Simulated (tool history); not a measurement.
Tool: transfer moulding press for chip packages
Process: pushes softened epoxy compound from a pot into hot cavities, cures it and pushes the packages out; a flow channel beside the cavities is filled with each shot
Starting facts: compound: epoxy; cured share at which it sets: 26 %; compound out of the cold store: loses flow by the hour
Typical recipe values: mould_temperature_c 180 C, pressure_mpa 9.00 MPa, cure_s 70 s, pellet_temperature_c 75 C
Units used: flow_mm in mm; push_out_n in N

run   hour  mould_temperature_c  pressure_mpa  cure_s  pellet_temperature_c  incoming compound's hours out of the cold store  flow_mm  push_out_n
  1    0.0                  180          9.00      70                    75                                             19.3      800        1112
       8.8  -- cavities cleaned with cleaning compound and waxed
  2   12.3                  180          9.00      70                    75                                             30.2      779         760
  3   26.3                  180          9.00      70                    75                                             27.8      785         889
  4   34.9                  180          9.00      70                    75                                             17.4      807         966
  5   45.9                  180          9.00      70                    75                                             47.9      738        1018
  6   54.1                  180          9.00      70                    75                                             34.1      763        1074
  7   67.2                  180          9.00      70                    75                                             41.9      737        1032
  8   78.0                  180          9.00      70                    75                                             13.8      797        1190
      83.8  -- cavities cleaned with cleaning compound and waxed
  9   90.0                  180          9.00      70                    75                                             11.5      812         825
 10  100.3                  180          9.00      70                    75                                             34.2      762         888
 11  112.3                  180          9.00      70                    75                                             24.5      776         990
 12  122.7                  180          9.00      70                    75                                             14.8      800        1058
     126.0  -- mould's thermocouples calibrated
 13  134.0                  180          9.00      70                    75                                             14.0      807        1137
 14  144.3                  180          9.00      70                    75                                             24.0      784        1178
 15  156.0                  180          6.95      78                    73                                             21.2      686        1000
     160.5  -- cavities cleaned with cleaning compound and waxed
 16  166.4                  180          8.62      70                    85                                             14.9      761         803
     178.9  -- mould's thermocouples calibrated, once more
 17  183.8                  185          8.72      70                    75                                             19.1      751         677
 18  196.7                  182          8.72      99                    75                                             12.0      769         648
 19  212.2                  182          8.72      99                    75                                             11.0      762         727
 20  219.4                  182          8.72      99                    75                                             44.0      692         704
 21  233.5                  182          8.72      99                    75                                             15.0      760         751
     237.6  -- cavities cleaned with cleaning compound and waxed
 22  243.5                  180          7.40      59                    70                                             32.8      672        1074
 23  252.4                  180          7.28      70                    70                                             43.7      650         791
     261.9  -- plunger's sealing rings changed
 24  269.4                  183          9.00      70                    73                                             27.4      808         774
 25  282.4                  174          9.00      53                    73                                             32.6      833        2672

Run 26 comes next. What will it give?
 26  292.0                  176          8.57      59                    68                                             27.7        ?           ?

{"run 26": {"flow_mm": 819, "push_out_n": 2159}}
On a tool with no hidden condition, and with the same random variation, this run would have come out at flow_mm 824 mm, push_out_n 1359 N.
